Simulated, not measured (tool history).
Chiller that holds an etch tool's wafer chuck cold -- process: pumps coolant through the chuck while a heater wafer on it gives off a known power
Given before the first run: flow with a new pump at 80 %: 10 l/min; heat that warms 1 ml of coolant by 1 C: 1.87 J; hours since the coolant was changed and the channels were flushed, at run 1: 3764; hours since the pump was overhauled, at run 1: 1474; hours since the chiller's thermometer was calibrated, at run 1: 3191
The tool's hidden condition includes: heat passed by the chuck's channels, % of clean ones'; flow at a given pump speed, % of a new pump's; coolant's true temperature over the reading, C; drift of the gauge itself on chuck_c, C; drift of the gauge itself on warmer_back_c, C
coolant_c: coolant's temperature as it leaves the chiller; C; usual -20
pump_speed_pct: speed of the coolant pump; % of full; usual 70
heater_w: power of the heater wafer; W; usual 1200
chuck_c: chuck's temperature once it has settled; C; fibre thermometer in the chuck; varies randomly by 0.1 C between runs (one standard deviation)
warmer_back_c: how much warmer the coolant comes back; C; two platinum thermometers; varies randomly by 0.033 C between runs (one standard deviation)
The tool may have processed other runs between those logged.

run,hour,coolant_c,pump_speed_pct,heater_w,hours since the coolant was changed and the channels were flushed,hours since the pump was overhauled,hours since the chiller's thermometer was calibrated,chuck_c,warmer_back_c
1,0.0,-20,70,1200,3764,1474,3191,-2.2,4.52
2,28.5,-27,70,1200,3793,1503,3220,-9.2,4.53
3,47.9,-27,70,1200,3812,1522,3239,-9.2,4.49
4,72.2,-27,70,1200,3836,1546,3263,-9.2,4.51
5,108.6,-12,70,1200,3873,1583,3300,5.9,4.55
6,126.1,-12,70,1200,3890,1600,3317,5.9,4.59
7,143.6,-20,70,1200,3908,1618,3335,-1.9,4.46
8,166.4,-20,70,1200,3931,1641,3358,-2.2,4.56
9,190.4,-20,77,1200,3955,1665,3382,-3.3,4.07
10,210.2,-14,70,1200,3974,1684,3402,3.9,4.59
11,230.7,-20,97,1200,3995,1705,3422,-5.9,3.18
12,265.0,-20,97,1200,4029,1739,3456,-5.7,3.26
13,283.6,-20,70,1200,4048,1758,3475,-2.1,4.51
# hour 291.2: coolant pump overhauled
14,318.2,-20,70,691,4077,27,3504,-9.5,2.69
15,351.1,-20,75,1200,4110,60,3537,-2.9,4.19
16,370.5,-20,75,1200,4130,79,3557,-2.9,4.25
# hour 395.2: coolant pump overhauled, once more
17,406.5,-20,75,1200,4161,11,3588,-3.2,4.11
18,425.5,-14,75,804,4180,30,3607,-2.4,2.75
19,463.1,-14,75,804,4217,68,3644,-2.3,2.81
20,499.7,-14,75,804,4254,104,3681,-2.5,2.69
21,522.4,-14,61,804,4277,127,3704,-0.6,3.47
22,551.1,-14,61,804,4305,156,3732,-0.7,3.49
23,567.1,-14,61,804,4321,172,3748,-0.6,3.46
24,586.3,-16,78,1431,4340,191,3768,3.4,4.69
25,605.4,-16,86,862,4360,210,3787,-5.0,2.52
26,635.0,-16,86,862,4389,240,3816,-4.9,2.57
27,656.9,-20,70,1374,4411,262,3838,0.1,5.15
28,692.2,-19,72,1136,4446,297,3873,-2.5,4.08
29,719.1,-15,83,1529,4473,324,3900,4.7,4.75
30,752.4,-15,83,1529,4507,357,3934,5.1,4.71
31,777.0,-15,83,1529,4531,382,3958,4.9,4.77
32,805.0,-20,70,842,4559,410,3986,-7.2,3.16
33,837.5,-24,70,842,4592,442,4019,-11.1,3.19

3 ways to go on from here, each from the tool as it stands after run 33. What would each give?
A,871.1,-28,70,1200,4625,476,4052,?,?
B,871.1,-24,65,637,4625,476,4052,?,?
C,871.1,-24,100,854,4625,476,4052,?,?

run,chuck_c,warmer_back_c
A,-9.9,4.45
B,-13.7,2.58
C,-14.1,2.11
With no hidden state in the tool, these same runs would have given:
run,chuck_c,warmer_back_c
A,-11.4,4.41
B,-14.8,2.55
C,-15.1,2.09
